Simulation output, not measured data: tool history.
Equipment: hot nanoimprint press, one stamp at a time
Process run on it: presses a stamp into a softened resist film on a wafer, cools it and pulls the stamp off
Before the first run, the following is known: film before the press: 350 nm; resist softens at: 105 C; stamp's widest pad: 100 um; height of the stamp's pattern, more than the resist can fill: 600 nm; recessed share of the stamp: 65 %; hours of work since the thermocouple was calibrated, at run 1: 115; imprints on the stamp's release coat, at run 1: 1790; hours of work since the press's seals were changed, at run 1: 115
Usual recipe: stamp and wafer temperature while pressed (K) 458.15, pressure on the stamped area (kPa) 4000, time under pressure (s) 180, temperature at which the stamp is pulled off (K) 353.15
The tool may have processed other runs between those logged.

run   hour  stamp and wafer temperature while pressed (K)  pressure on the stamped area (kPa)  time under pressure (s)  temperature at which the stamp is pulled off (K)  hours of work since the thermocouple was calibrated  imprints on the stamp's release coat  hours of work since the press's seals were changed  resist left under the stamp's widest pad (Å)  greatest force while the stamp is pulled off (N)
  1    0.0                                         458.15                                4000                      180                                            353.15                                                  115                                  1790                                                 115                                          2044                                               299
  2   27.6                                         458.15                                4000                      180                                            341.15                                                  132                                  1889                                                 132                                          2043                                               350
  3   61.4                                         458.15                                4000                      180                                            341.15                                                  153                                  2010                                                 153                                          2042                                               335
  4   87.7                                         458.15                                4000                      180                                            341.15                                                  169                                  2105                                                 169                                          2032                                               354
     125.5  -- stamp cleaned and given a new release coat
  5  128.9                                         458.15                                4000                      180                                            341.15                                                  191                                    12                                                 191                                          2044                                               265
  6  176.1                                         458.15                                4000                      180                                            341.15                                                  220                                   181                                                 220                                          2028                                               268
  7  199.6                                         458.15                                4000                      180                                            341.15                                                  234                                   266                                                 234                                          2040                                               279
  8  227.6                                         458.15                                4000                      180                                            341.15                                                  252                                   366                                                 252                                          2045                                               279
  9  269.0                                         458.15                                4000                      180                                            341.15                                                  277                                   515                                                 277                                          2034                                               291
 10  314.8                                         458.15                                4000                      180                                            341.15                                                  305                                   679                                                 305                                          2022                                               291
 11  349.9                                         458.15                                4000                      180                                            341.15                                                  327                                   805                                                 327                                          2034                                               301
     363.2  -- plate thermocouple calibrated
 12  375.9                                         458.15                                4000                      180                                            341.15                                                    8                                   887                                                 341                                          2068                                               298
 13  405.3                                         458.15                                4000                      180                                            341.15                                                   26                                   993                                                 360                                          2069                                               300
 14  441.2                                         458.15                                4000                      180                                            341.15                                                   48                                  1121                                                 382                                          2064                                               316
 15  468.3                                         458.15                                4000                      180                                            341.15                                                   65                                  1219                                                 399                                          2069                                               314
 16  496.0                                         462.15                                4680                      180                                            359.15                                                   82                                  1318                                                 416                                          1768                                               253
 17  523.7                                         462.15                                4270                      180                                            346.15                                                   99                                  1417                                                 433                                          1842                                               293
 18  567.1                                         469.15                                2720                      110                                            354.15                                                  126                                  1573                                                 460                                          2228                                               282
 19  605.5                                         454.15                                2670                      108                                            358.15                                                  150                                  1711                                                 483                                          2838                                               270
 20  643.1                                         454.15                                2670                      108                                            358.15                                                  173                                  1845                                                 507                                          2813                                               281
 21  663.9                                         454.15                                2670                      108                                            358.15                                                  186                                  1920                                                 520                                          2817                                               275
 22  684.3                                         462.15                                4000                      157                                            354.15                                                  199                                  1993                                                 532                                          1965                                               297
 23  705.9                                         450.15                                3390                      312                                            353.15                                                  212                                  2071                                                 546                                          2224                                               289
     752.7  -- stamp cleaned and given a new release coat
 24  752.7                                         449.15                                4000                      166                                            353.15                                                  237                                     0                                                 571                                          2519                                               230
 25  786.2                                         458.15                                4000                      180                                            355.15                                                  258                                   120                                                 591                                          2056                                               222
 26  816.1                                         458.15                                4000                      124                                            348.15                                                  276                                   228                                                 610                                          2292                                               255
 27  858.5                                         458.15                                4000                      227                                            354.15                                                  303                                   379                                                 636                                          1909                                               240
 28  885.1                                         458.15                                4000                      227                                            354.15                                                  319                                   475                                                 653                                          1910                                               253
     913.0  -- plate thermocouple calibrated
 29  924.4                                         458.15                                5930                      244                                            340.15                                                    7                                   605                                                 675                                          1606                                               300

Here are 5 independent what-if runs from the current tool condition. What would each one return?
  A  945.3                                         458.15                                3860                      244                                            349.15                                                   20                                   680                                                 688                                             ?                                                 ?
  B  945.3                                         461.15                                5930                      310                                            340.15                                                   20                                   680                                                 688                                             ?                                                 ?
  C  945.3                                         458.15                                2510                      134                                            338.15                                                   20                                   680                                                 688                                             ?                                                 ?
  D  945.3                                         458.15                                3900                      180                                            353.15                                                   20                                   680                                                 688                                             ?                                                 ?
  E  945.3                                         452.15                                5930                      346                                            342.15                                                   20                                   680                                                 688                                             ?                                                 ?

run  resist left under the stamp's widest pad (Å)  greatest force while the stamp is pulled off (N)
  A                                          1922                                               278
  B                                          1353                                               296
  C                                          2635                                               304
  D                                          2108                                               259
  E                                          1655                                               299
What these runs would have given with no unlogged condition in the tool:
run  resist left under the stamp's widest pad (Å)  greatest force while the stamp is pulled off (N)
  A                                          1879                                               253
  B                                          1304                                               270
  C                                          2607                                               277
  D                                          2065                                               236
  E                                          1598                                               272
